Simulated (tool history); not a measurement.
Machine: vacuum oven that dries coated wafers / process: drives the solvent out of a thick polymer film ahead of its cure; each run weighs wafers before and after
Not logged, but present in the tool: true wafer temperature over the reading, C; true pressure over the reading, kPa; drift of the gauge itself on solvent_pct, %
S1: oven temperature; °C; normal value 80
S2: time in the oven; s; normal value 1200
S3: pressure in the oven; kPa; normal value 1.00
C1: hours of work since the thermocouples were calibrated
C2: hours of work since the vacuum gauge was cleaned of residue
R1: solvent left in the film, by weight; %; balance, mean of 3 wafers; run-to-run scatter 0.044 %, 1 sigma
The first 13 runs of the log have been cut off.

run   hour  S1    S2    S3   C1   C2    R1
 14  116.3  80  1200  1.00  434  273  3.28
 15  121.5  80  1200  2.92  437  276  4.65
 16  128.9  80  1200  2.92  441  280  4.79
 17  136.3  80  1200  1.00  445  284  3.29
 18  142.6  93  1200  1.00  449  287  1.13
 19  150.9  93  1200  1.00  453  292  1.13
 20  160.3  93  1200  1.00  458  297  1.14
 21  166.5  93  1200  0.85  462  301  1.11
 22  173.7  77  1200  0.93  466  305  3.89
 23  181.2  77  1200  0.93  470  309  3.84
 24  190.8  77  1980  0.93  475  314  1.98
 25  203.4  67  1980  0.93  482  321  4.02
 26  211.8  80  1080  0.90  487  326  3.82
 27  223.5  80  1080  2.88  494  333  5.22
 28  232.8  71  1500  1.67  499  338  5.12
 29  238.8  72  1860  0.60  502  341  2.78
 30  246.8  94  2040  0.60  507  346  0.41
 31  258.8  78  1200  0.53  513  352  3.29
 32  270.5  86  1200  0.55  520  359  1.81
 33  277.3  85  1200  1.00  524  363  2.30
 34  283.5  85  1200  1.00  527  366  2.38
 35  294.8  82  1200  1.00  534  372  2.81
 36  300.2  91  1200  0.60  537  375  1.21
 37  307.1  65  1140  1.56  541  379  8.62
 38  316.1  65  1140  1.56  546  384  8.55

Branching from run 38: 5 alternative next runs. What would each branch give?
  A  326.4  65  1260  1.56  551  390   ?
  B  326.4  69  1020  2.81  551  390   ?
  C  326.4  70  2040  1.00  551  390   ?
  D  326.4  80  1200  0.77  551  390   ?
  E  326.4  76  2040  0.59  551  390   ?

run    R1
  A  7.90
  B  9.02
  C  3.34
  D  3.10
  E  1.68
Without the tool's unlogged condition, the same runs would have read:
run    R1
  A  7.53
  B  8.67
  C  3.04
  D  2.86
  E  1.47
